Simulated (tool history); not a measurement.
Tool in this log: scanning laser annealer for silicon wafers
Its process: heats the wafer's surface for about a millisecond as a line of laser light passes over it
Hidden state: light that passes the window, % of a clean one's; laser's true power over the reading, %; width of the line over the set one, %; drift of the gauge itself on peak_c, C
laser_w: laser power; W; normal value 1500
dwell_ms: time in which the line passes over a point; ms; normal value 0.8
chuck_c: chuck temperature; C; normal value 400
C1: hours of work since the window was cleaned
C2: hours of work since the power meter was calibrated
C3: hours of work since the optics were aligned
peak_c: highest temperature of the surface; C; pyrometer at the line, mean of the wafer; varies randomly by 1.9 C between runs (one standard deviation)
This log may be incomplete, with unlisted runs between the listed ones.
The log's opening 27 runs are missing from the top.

Run 28, day 42.358: usual settings but dwell_ms 0.982 ms; C1 513; C2 1369; C3 1132. Result: peak_c 1176 C.
Run 29, day 44.383: usual settings but laser_w 1517 W, dwell_ms 0.982 ms, chuck_c 410 C; C1 539; C2 1395; C3 1158. Result: peak_c 1197 C.
Run 30, day 46.525: usual settings but laser_w 1303 W, chuck_c 407 C; C1 568; C2 1423; C3 1187. Result: peak_c 995 C.
Run 31, day 48.521: usual settings but laser_w 1462 W, dwell_ms 0.894 ms, chuck_c 363 C; C1 594; C2 1450; C3 1213. Result: peak_c 1075 C.
Run 32, day 49.538: usual settings but laser_w 1618 W, chuck_c 368 C; C1 607; C2 1463; C3 1226. Result: peak_c 1137 C.
At day 50.358: optics aligned, line set to its width.
At day 50.762: window over the wafer cleaned.
Run 33, day 51.675: usual settings but laser_w 1618 W, chuck_c 368 C; C1 12; C2 1487; C3 16. Result: peak_c 1187 C.
Run 34, day 52.85: usual settings but laser_w 1618 W, dwell_ms 0.777 ms, chuck_c 408 C; C1 27; C2 1503; C3 32. Result: peak_c 1218 C.
Run 35, day 54.55: usual settings but laser_w 1649 W, dwell_ms 0.886 ms, chuck_c 408 C; C1 50; C2 1525; C3 54. Result: peak_c 1284 C.
Run 36, day 56.621: usual settings but laser_w 1649 W, dwell_ms 0.886 ms, chuck_c 408 C; C1 77; C2 1552; C3 81. Result: peak_c 1283 C.
Run 37, day 57.942: usual settings but laser_w 1473 W, dwell_ms 0.838 ms, chuck_c 427 C; C1 94; C2 1570; C3 99. Result: peak_c 1162 C.
Run 38, day 59.088: usual settings but laser_w 1340 W, dwell_ms 0.838 ms, chuck_c 428 C; C1 109; C2 1585; C3 114. Result: peak_c 1077 C.
Run 39, day 61.171: usual settings but dwell_ms 0.701 ms; C1 137; C2 1612; C3 141. Result: peak_c 1091 C.
Run 40, day 62.792: usual settings but chuck_c 387 C; C1 158; C2 1633; C3 162. Result: peak_c 1119 C.
Run 41, day 64.008: usual settings but laser_w 1437 W, dwell_ms 0.836 ms, chuck_c 392 C; C1 174; C2 1649; C3 178. Result: peak_c 1099 C.

Here are 3 independent what-if runs from the current tool condition. What would each one return?
Run A, day 66.183: usual settings but laser_w 1487 W, dwell_ms 0.874 ms, chuck_c 435 C; C1 203; C2 1678; C3 207. Result: peak_c ?.
Run B, day 66.183: usual settings but laser_w 1437 W, dwell_ms 0.836 ms, chuck_c 375 C; C1 203; C2 1678; C3 207. Result: peak_c ?.
Run C, day 66.183: usual settings but laser_w 1437 W, dwell_ms 0.836 ms, chuck_c 394 C; C1 203; C2 1678; C3 207. Result: peak_c ?.

run  peak_c
  A    1186
  B    1081
  C    1099
With no hidden state in the tool, these same runs would have given:
run  peak_c
  A    1199
  B    1093
  C    1111
